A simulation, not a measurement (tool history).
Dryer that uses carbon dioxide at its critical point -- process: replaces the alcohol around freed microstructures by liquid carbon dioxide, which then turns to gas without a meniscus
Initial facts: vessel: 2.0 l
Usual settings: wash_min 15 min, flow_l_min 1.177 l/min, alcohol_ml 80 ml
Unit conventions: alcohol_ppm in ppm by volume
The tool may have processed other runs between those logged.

run	hour	wash_min	flow_l_min	alcohol_ml	alcohol_ppm
1	0.0	15	1.177	80	157
2	17.9	15	1.177	80	151
3	44.6	15	1.390	80	86
4	69.9	15	1.390	80	99
5	104.1	15	1.177	80	176
6	122.1	15	1.177	62	161
7	142.6	15	1.177	62	162
8	162.6	15	0.990	80	380
9	197.7	15	0.990	80	398
10	226.8	15	0.990	80	414
11	252.5	15	1.177	96	242
12	280.2	15	1.177	96	246
13	297.7	15	0.800	80	934
14	322.5	15	0.800	80	982
15	342.0	12	0.800	80	1985
16	365.7	23	1.177	80	95
17	386.9	23	1.540	80	93
18	409.7	23	0.720	80	324
19	436.7	23	1.590	80	106
20	470.9	23	1.590	80	110
21	501.4	15	1.177	36	183
22	529.4	16	1.177	36	168
23	547.3	15	1.177	80	305
24	572.0	15	1.640	80	138
25	591.8	15	1.740	79	133
26	608.1	15	1.177	35	226
27	634.5	15	1.177	35	161
28	661.3	15	1.900	52	143
29	691.3	15	1.210	52	171
30	710.2	23	1.210	52	130
31	727.9	23	1.210	52	146
32	756.3	17	1.177	103	185
33	777.3	17	1.177	103	67
34	799.5	17	1.177	103	60
35	831.5	17	1.177	103	73
36	862.6	17	1.177	103	65
37	883.4	13	0.800	80	1120
38	901.7	16	1.177	80	86
39	923.3	9	1.400	90	662
40	945.3	9	1.400	90	660
41	976.1	13	0.760	76	1361
42	1005.1	18	1.410	81	51
43	1031.7	12	1.400	60	142
44	1051.9	10	1.060	60	905
45	1067.8	13	1.390	85	155
46	1086.9	11	1.390	25	132
47	1112.0	17	1.177	27	68

Between the runs listed above, the log contained 2 entries, not reproduced here. Where in the sequence does each belong, and how does what the log doesn't record of the tool's condition differ from the listed run before to the listed run after?
Logged between run 26 and run 27: inlet filter changed (hour 620.2)
  flow that reaches the vessel past the clogged filter, %: 84.5 -> 99.6; alcohol in the recycled carbon dioxide, ppm: 126.2 -> 129.3
  measured value less the no-hidden-state value, alcohol_ppm: +178 -> +127 ppm by volume
Logged between run 32 and run 33: purifier's bed changed (hour 760.9)
  flow that reaches the vessel past the clogged filter, %: 97.8 -> 97.5; alcohol in the recycled carbon dioxide, ppm: 145.9 -> 7.4
  measured value less the no-hidden-state value, alcohol_ppm: +148 -> +10 ppm by volume
